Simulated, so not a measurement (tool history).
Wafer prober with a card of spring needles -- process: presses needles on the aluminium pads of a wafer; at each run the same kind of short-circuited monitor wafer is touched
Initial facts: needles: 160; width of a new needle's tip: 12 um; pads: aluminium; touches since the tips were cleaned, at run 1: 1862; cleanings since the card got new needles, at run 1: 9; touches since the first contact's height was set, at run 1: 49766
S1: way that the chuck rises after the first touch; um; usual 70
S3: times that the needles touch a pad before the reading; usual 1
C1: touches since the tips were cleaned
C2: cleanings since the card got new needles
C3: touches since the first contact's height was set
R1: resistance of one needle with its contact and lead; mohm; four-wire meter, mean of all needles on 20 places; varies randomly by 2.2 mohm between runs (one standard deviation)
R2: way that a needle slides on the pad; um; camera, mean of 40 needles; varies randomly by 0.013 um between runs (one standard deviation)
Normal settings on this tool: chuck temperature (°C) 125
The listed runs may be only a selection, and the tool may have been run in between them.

run 1 hour=0 | S1=70 chuck_temperature_(°C)=125 S3=1 | C1=1862 C2=9 C3=49766 | R1=244 R2=9.14
-- hour=7.3 tips cleaned on abrasive film
run 2 hour=8.1 | S1=70 chuck_temperature_(°C)=125 S3=1 | C1=288 C2=10 C3=52753 | R1=249 R2=9.18
run 3 hour=14.8 | S1=70 chuck_temperature_(°C)=125 S3=1 | C1=2770 C2=10 C3=55235 | R1=246 R2=9.16
-- hour=19.9 tips cleaned on abrasive film
run 4 hour=24.2 | S1=70 chuck_temperature_(°C)=125 S3=1 | C1=1615 C2=11 C3=58702 | R1=247 R2=9.18
-- hour=32.3 tips cleaned on abrasive film
run 5 hour=32.7 | S1=70 chuck_temperature_(°C)=29 S3=1 | C1=157 C2=12 C3=61831 | R1=221 R2=9.2
run 6 hour=40.5 | S1=70 chuck_temperature_(°C)=29 S3=1 | C1=3076 C2=12 C3=64750 | R1=222 R2=9.18
-- hour=44.6 tips cleaned on abrasive film
run 7 hour=45.8 | S1=70 chuck_temperature_(°C)=45 S3=1 | C1=448 C2=13 C3=66665 | R1=233 R2=9.2
run 8 hour=52.9 | S1=70 chuck_temperature_(°C)=125 S3=1 | C1=3096 C2=13 C3=69313 | R1=248 R2=9.2
-- hour=57.2 tips cleaned on abrasive film
run 9 hour=61.1 | S1=70 chuck_temperature_(°C)=125 S3=1 | C1=1457 C2=14 C3=72325 | R1=245 R2=9.19
-- hour=69.4 tips cleaned on abrasive film
run 10 hour=69.4 | S1=70 chuck_temperature_(°C)=125 S3=1 | C1=0 C2=15 C3=75382 | R1=251 R2=9.17
run 11 hour=75.7 | S1=70 chuck_temperature_(°C)=125 S3=1 | C1=2367 C2=15 C3=77749 | R1=247 R2=9.23
run 12 hour=80.5 | S1=70 chuck_temperature_(°C)=125 S3=1 | C1=4140 C2=15 C3=79522 | R1=246 R2=9.23
-- hour=82.1 tips cleaned on abrasive film
run 13 hour=88.5 | S1=76 chuck_temperature_(°C)=125 S3=1 | C1=2390 C2=16 C3=82464 | R1=251 R2=10.02
run 14 hour=93.6 | S1=76 chuck_temperature_(°C)=125 S3=1 | C1=4280 C2=16 C3=84354 | R1=245 R2=10.03
-- hour=95.2 tips cleaned on abrasive film
run 15 hour=99.6 | S1=70 chuck_temperature_(°C)=125 S3=1 | C1=1647 C2=17 C3=86561 | R1=247 R2=9.18
run 16 hour=107.2 | S1=67 chuck_temperature_(°C)=125 S3=1 | C1=4478 C2=17 C3=89392 | R1=245 R2=8.86
-- hour=108.1 tips cleaned on abrasive film
-- hour=111.5 height of the first contact set anew
run 17 hour=115.4 | S1=70 chuck_temperature_(°C)=125 S3=3 | C1=2629 C2=18 C3=1469 | R1=248 R2=9.25
-- hour=120.9 tips cleaned on abrasive film
run 18 hour=122.6 | S1=57 chuck_temperature_(°C)=125 S3=3 | C1=640 C2=19 C3=4088 | R1=248 R2=7.52
run 19 hour=131.1 | S1=76 chuck_temperature_(°C)=98 S3=3 | C1=3827 C2=19 C3=7275 | R1=241 R2=10.05
-- hour=133.4 tips cleaned on abrasive film
run 20 hour=138.3 | S1=51 chuck_temperature_(°C)=98 S3=1 | C1=1842 C2=20 C3=9922 | R1=243 R2=6.74
-- hour=146.4 tips cleaned on abrasive film
run 21 hour=146.5 | S1=51 chuck_temperature_(°C)=98 S3=1 | C1=31 C2=21 C3=12910 | R1=245 R2=6.74
run 22 hour=153.2 | S1=51 chuck_temperature_(°C)=98 S3=1 | C1=2549 C2=21 C3=15428 | R1=247 R2=6.74
-- hour=158.9 tips cleaned on abrasive film
run 23 hour=163 | S1=59 chuck_temperature_(°C)=98 S3=1 | C1=1543 C2=22 C3=19037 | R1=240 R2=7.8
-- hour=171.9 tips cleaned on abrasive film
run 24 hour=172 | S1=59 chuck_temperature_(°C)=98 S3=2 | C1=19 C2=23 C3=22347 | R1=240 R2=7.81
run 25 hour=180.2 | S1=70 chuck_temperature_(°C)=125 S3=2 | C1=3074 C2=23 C3=25402 | R1=248 R2=9.29
-- hour=184.5 tips cleaned on abrasive film
run 26 hour=186.2 | S1=70 chuck_temperature_(°C)=52 S3=2 | C1=616 C2=24 C3=27580 | R1=224 R2=9.29

Forecast run 27:
run 27 hour=192.7 | S1=51 chuck_temperature_(°C)=38 S3=2 | C1=3068 C2=24 C3=30032 | R1=? R2=?

R1: 228 mohm
R2: 6.78 um
If the tool had no hidden condition, the same run with the same run-to-run variation would have returned R1 228 mohm, R2 6.7 um.
